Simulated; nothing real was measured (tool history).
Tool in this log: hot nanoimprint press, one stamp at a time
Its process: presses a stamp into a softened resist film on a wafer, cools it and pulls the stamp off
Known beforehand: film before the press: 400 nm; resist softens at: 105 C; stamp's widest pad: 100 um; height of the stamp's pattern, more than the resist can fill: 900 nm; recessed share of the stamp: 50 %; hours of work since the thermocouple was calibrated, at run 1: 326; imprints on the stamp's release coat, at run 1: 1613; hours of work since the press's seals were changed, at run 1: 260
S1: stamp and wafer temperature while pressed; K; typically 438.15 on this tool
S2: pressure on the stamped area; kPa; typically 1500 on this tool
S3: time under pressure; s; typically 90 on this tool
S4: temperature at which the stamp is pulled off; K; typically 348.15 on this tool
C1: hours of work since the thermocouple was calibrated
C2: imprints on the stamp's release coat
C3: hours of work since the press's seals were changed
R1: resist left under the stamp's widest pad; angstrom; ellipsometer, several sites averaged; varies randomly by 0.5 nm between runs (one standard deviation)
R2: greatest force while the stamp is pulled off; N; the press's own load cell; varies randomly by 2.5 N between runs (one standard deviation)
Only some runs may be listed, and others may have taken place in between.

run,hour,S1,S2,S3,S4,C1,C2,C3,R1,R2
1,0.0,438.15,1500,90,348.15,326,1613,260,1686,192
# hour 11.0: stamp cleaned and given a new release coat
# hour 16.7: plate thermocouple calibrated
2,24.8,438.15,1500,156,348.15,5,46,269,1297,117
3,35.1,438.15,1500,90,348.15,10,90,275,1637,112
4,42.4,438.15,2220,90,348.15,15,120,279,1378,113
# hour 56.3: plate thermocouple calibrated, once more
5,62.4,438.15,2220,90,342.15,3,193,289,1530,138
6,73.7,438.15,1500,90,348.15,10,241,295,1799,127
7,84.8,426.15,1500,90,348.15,16,288,301,3128,128
8,95.7,438.15,1500,127,348.15,22,334,307,1559,126
9,108.4,438.15,1500,127,348.15,29,388,315,1564,137
10,119.4,438.15,1500,90,348.15,36,435,321,1790,133
11,133.5,434.15,1500,90,348.15,44,495,329,2218,135
12,144.8,429.15,1500,90,348.15,50,543,335,2803,140
13,155.1,432.15,1500,90,348.15,56,587,341,2433,144
14,164.8,432.15,1500,90,348.15,61,628,347,2430,142
15,174.2,432.15,1500,90,348.15,67,668,352,2438,146
16,188.4,431.15,1370,90,348.15,75,728,360,2611,147
17,196.3,449.15,1370,90,346.15,79,762,364,988,155
18,206.3,449.15,1370,90,346.15,85,804,370,997,156
19,223.1,449.15,1370,90,346.15,94,876,379,991,159
20,238.4,444.15,1500,90,355.15,103,941,388,1251,134
21,247.2,444.15,1500,90,355.15,108,978,393,1256,132
22,259.1,444.15,1500,90,355.15,115,1029,400,1249,133
23,266.7,442.15,2140,107,339.15,119,1061,404,1110,192
24,276.5,442.15,1180,90,339.15,124,1103,410,1559,204
25,291.4,438.15,1500,140,348.15,133,1166,418,1465,164
26,307.6,438.15,1940,90,342.15,142,1234,427,1576,197
27,323.6,449.15,1500,55,348.15,151,1302,436,1173,177
28,332.8,449.15,1500,55,348.15,156,1341,441,1174,175
29,345.8,445.15,1160,47,348.15,163,1397,449,1731,176

Pick out some run-to-run changes in R1. Of each, how much would a tool without hidden state show as well, from the settings, what came in and chance, and how much is left for the hidden state and any gauge scatter not in both results compared?
Hidden state present: true temperature over the reading, C; pressure that arrives at the usual setting, %; grip of the stamp's worn release coat, % over a new coat's; drift of the gauge itself on residual_nm, %; drift of the gauge itself on pull_off_n, %.
Run 2 -> 3: S3 156 -> 90. R1 +340 angstrom: hidden state -23, all else +363.
Run 4 -> 5: S4 348.15 -> 342.15, plate thermocouple calibrated, once more. R1 +152 angstrom: hidden state +149, all else +3.
Run 7 -> 8: S1 426.15 -> 438.15, S3 90 -> 127. R1 -1569 angstrom: hidden state -2, all else -1567.
Run 16 -> 17: S1 431.15 -> 449.15, S4 348.15 -> 346.15. R1 -1623 angstrom: hidden state +8, all else -1631.
